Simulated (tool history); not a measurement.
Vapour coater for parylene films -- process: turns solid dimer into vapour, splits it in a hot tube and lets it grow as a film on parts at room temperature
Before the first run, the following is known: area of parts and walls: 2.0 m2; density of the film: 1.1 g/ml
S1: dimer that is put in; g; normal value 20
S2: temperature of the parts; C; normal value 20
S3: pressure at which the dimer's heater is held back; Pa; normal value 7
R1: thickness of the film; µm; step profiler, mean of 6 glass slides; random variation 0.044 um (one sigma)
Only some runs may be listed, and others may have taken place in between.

Run 1, hour 0: usual settings. Result: R1 5.21 µm.
Run 2, hour 24.6: usual settings. Result: R1 5.18 µm.
Run 3, hour 57.7: usual settings. Result: R1 5.17 µm.
Run 4, hour 77.1: usual settings but S2 12 C. Result: R1 7.37 µm.
Run 5, hour 106.8: usual settings but S2 12 C. Result: R1 7.36 µm.
Run 6, hour 127.1: usual settings but S2 13 C. Result: R1 6.95 µm.
Run 7, hour 165.9: usual settings but S2 13 C. Result: R1 6.93 µm.
Run 8, hour 190.4: usual settings but S2 13 C, S3 7.18 Pa. Result: R1 6.96 µm.
Run 9, hour 227.9: usual settings but S1 28 g. Result: R1 7.02 µm.
Run 10, hour 263.4: usual settings but S1 28 g. Result: R1 6.99 µm.
Run 11, hour 301.9: usual settings but S1 28 g. Result: R1 6.88 µm.
Run 12, hour 325.8: usual settings but S1 28 g. Result: R1 7.01 µm.
At hour 349.7: trap's valve overhauled.
Run 13, hour 361: usual settings but S1 28 g. Result: R1 7.72 µm.
Run 14, hour 380.1: usual settings but S1 28 g. Result: R1 7.76 µm.
Run 15, hour 402.5: usual settings but S1 28 g. Result: R1 7.78 µm.
Run 16, hour 433.9: usual settings but S3 9.65 Pa. Result: R1 5.37 µm.
Run 17, hour 464.2: usual settings but S3 4.55 Pa. Result: R1 5.63 µm.
Run 18, hour 502: usual settings but S3 4.55 Pa. Result: R1 5.61 µm.
Run 19, hour 531.3: usual settings but S3 10.29 Pa. Result: R1 5.33 µm.
Run 20, hour 557.1: usual settings but S1 22 g, S2 19 C, S3 2.83 Pa. Result: R1 6.5 µm.
Run 21, hour 580.4: usual settings but S2 22 C, S3 2.59 Pa. Result: R1 5.13 µm.
Run 22, hour 600: usual settings but S1 33 g, S2 26 C, S3 2.61 Pa. Result: R1 7.14 µm.
Run 23, hour 620.1: usual settings but S1 30 g, S2 13 C, S3 3.53 Pa. Result: R1 11.46 µm.
Run 24, hour 649.5: usual settings but S1 30 g, S2 13 C, S3 3.53 Pa. Result: R1 11.46 µm.
Run 25, hour 669.1: usual settings but S1 9 g, S2 19 C, S3 2.55 Pa. Result: R1 2.68 µm.
Run 26, hour 704.1: usual settings but S1 9 g, S2 19 C, S3 2.55 Pa. Result: R1 2.67 µm.
Run 27, hour 736.9: usual settings but S1 13 g. Result: R1 3.41 µm.
Run 28, hour 762: usual settings but S1 13 g. Result: R1 3.47 µm.
Run 29, hour 788.1: usual settings but S1 14 g, S2 28 C, S3 2.73 Pa. Result: R1 2.68 µm.
At hour 811.3: table's thermometer calibrated.
Run 30, hour 819: usual settings but S1 14 g, S2 28 C, S3 2.73 Pa. Result: R1 2.65 µm.
Run 31, hour 838.2: usual settings but S2 14 C, S3 8.53 Pa. Result: R1 6.55 µm.
Run 32, hour 868.3: usual settings but S1 12 g, S2 12 C, S3 9.76 Pa. Result: R1 4.27 µm.
Run 33, hour 900.4: usual settings but S2 17 C, S3 3.71 Pa. Result: R1 5.92 µm.

What if the next run were any one of these 3? Each begins from the tool's condition after run 33:
Run A, hour 925.2: usual settings but S2 12 C, S3 7.94 Pa. Result: R1 ?.
Run B, hour 925.2: usual settings but S1 29 g, S2 15 C, S3 5.5 Pa. Result: R1 ?.
Run C, hour 925.2: usual settings but S2 29 C, S3 3.71 Pa. Result: R1 ?.

run    R1
  A  7.18
  B  9.22
  C  3.47
What these runs would have given with no unlogged condition in the tool:
run     R1
  A   7.86
  B  10.09
  C   3.79
